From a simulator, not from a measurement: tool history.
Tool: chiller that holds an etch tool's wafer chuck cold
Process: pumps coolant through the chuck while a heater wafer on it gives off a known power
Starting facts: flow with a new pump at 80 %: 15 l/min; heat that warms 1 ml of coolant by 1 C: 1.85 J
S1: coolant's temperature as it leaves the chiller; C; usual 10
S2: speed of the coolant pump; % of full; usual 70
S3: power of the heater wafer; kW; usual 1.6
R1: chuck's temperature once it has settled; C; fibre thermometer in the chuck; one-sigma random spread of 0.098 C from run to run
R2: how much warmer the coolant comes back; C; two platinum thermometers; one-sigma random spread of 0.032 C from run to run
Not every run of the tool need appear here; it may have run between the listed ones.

run,day,S1,S2,S3,R1,R2
1,0,10,70,1.6,20.57,4.11
2,5.333,10,70,1.6,20.53,4.05
3,12.475,10,70,1.6,20.66,3.96
4,16.329,10,79,1.6,19.61,3.56
5,24.342,10,70,1.6,20.71,4.07
# day 27.575: chiller's thermometer calibrated
# day 28.562: coolant changed, channels flushed
6,31.317,10,70,1.6,20.6,4.05
7,35.6,10,70,1.6,20.61,4.01
8,40.496,10,70,1.6,20.64,4.07
9,48.067,10,70,1.6,20.61,4.04
10,51.871,10,70,1.6,20.59,4.04
11,58.808,10,70,1.6,20.55,4.07
12,65.117,10,85,1.6,19.29,3.23
13,70.504,10,70,2.356,25.67,5.95
14,75.042,10,70,1.6,20.52,4.07
15,80.8,10,70,1.6,20.69,4.07
16,85.562,10,70,1.6,20.57,4.05
17,92.075,10,70,1.358,19.13,3.42
18,96.462,2,98,1.6,10.63,2.72
19,101.808,2,98,1.6,10.5,2.78
20,106.075,2,98,1.6,10.44,2.73
21,112.154,10,74,1.6,20.27,3.8
22,115.988,18,70,1.6,28.59,4.03
23,120.012,4,70,1.124,11.37,2.86
24,125.104,4,70,1.124,11.54,2.88
25,130.062,5,62,1.769,17.75,5.12
26,134.546,19,70,1.209,26.99,3.12
27,139.017,19,70,1.209,26.99,3.01
28,146.267,8,65,1.6,19.3,4.37
29,152.746,14,70,0.838,19.57,2.13
30,159.346,10,65,1.052,17.17,2.92
31,165.208,10,65,1.052,17.32,2.92
32,172.667,14,90,1.6,23.06,3.04
33,178.042,14,77,1.387,22.67,3.11

3 ways to go on from here, each from the tool as it stands after run 33. What would each give?
A,184.429,0,86,0.893,?,?
B,184.429,7,69,1.631,?,?
C,184.429,10,78,1.6,?,?

run,R1,R2
A,5.24,1.77
B,17.95,4.16
C,19.79,3.62
With no hidden state in the tool, these same runs would have given:
run,R1,R2
A,5.25,1.76
B,17.94,4.14
C,19.78,3.61
